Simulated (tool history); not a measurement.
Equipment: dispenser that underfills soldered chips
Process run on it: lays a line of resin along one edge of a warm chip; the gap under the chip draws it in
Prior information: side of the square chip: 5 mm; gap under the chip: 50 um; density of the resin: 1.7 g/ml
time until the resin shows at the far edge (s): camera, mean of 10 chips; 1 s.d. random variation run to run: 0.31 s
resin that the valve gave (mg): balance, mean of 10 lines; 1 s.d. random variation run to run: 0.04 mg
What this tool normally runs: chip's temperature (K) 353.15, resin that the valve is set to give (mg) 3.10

run,hour,chip's temperature (K),resin that the valve is set to give (mg),time until the resin shows at the far edge (s),resin that the valve gave (mg)
1,0.0,353.15,3.10,9.0,2.96
# hour 2.6: new syringe of resin
2,4.9,353.15,3.10,6.7,3.01
# hour 13.8: new syringe of resin
3,16.0,353.15,2.97,6.5,2.79
4,23.4,353.15,2.97,10.1,2.83
# hour 24.6: new syringe of resin
5,34.3,353.15,3.10,10.2,2.93
# hour 35.6: new syringe of resin
6,45.1,341.15,2.77,17.7,2.61
# hour 46.1: new syringe of resin
7,52.5,341.15,2.77,14.6,2.65
# hour 56.6: new syringe of resin
8,62.2,350.15,3.10,9.1,2.97
# hour 67.0: new syringe of resin
9,72.1,359.15,3.20,6.2,2.94
# hour 77.3: new syringe of resin
10,80.2,359.15,2.68,5.2,2.47

What if the next run were any one of these 3? Each begins from the tool's condition after run 10:
# hour 87.6: new syringe of resin
A,90.7,366.15,3.41,?,?
# hour 87.6: new syringe of resin
B,90.7,359.15,3.15,?,?
# hour 87.6: new syringe of resin
C,90.7,360.15,2.70,?,?

run,time until the resin shows at the far edge (s),resin that the valve gave (mg)
A,4.0,3.12
B,5.3,2.85
C,5.0,2.52
Had the tool no hidden state, the same runs would have come out as:
run,time until the resin shows at the far edge (s),resin that the valve gave (mg)
A,3.5,3.39
B,4.6,3.10
C,4.3,2.73

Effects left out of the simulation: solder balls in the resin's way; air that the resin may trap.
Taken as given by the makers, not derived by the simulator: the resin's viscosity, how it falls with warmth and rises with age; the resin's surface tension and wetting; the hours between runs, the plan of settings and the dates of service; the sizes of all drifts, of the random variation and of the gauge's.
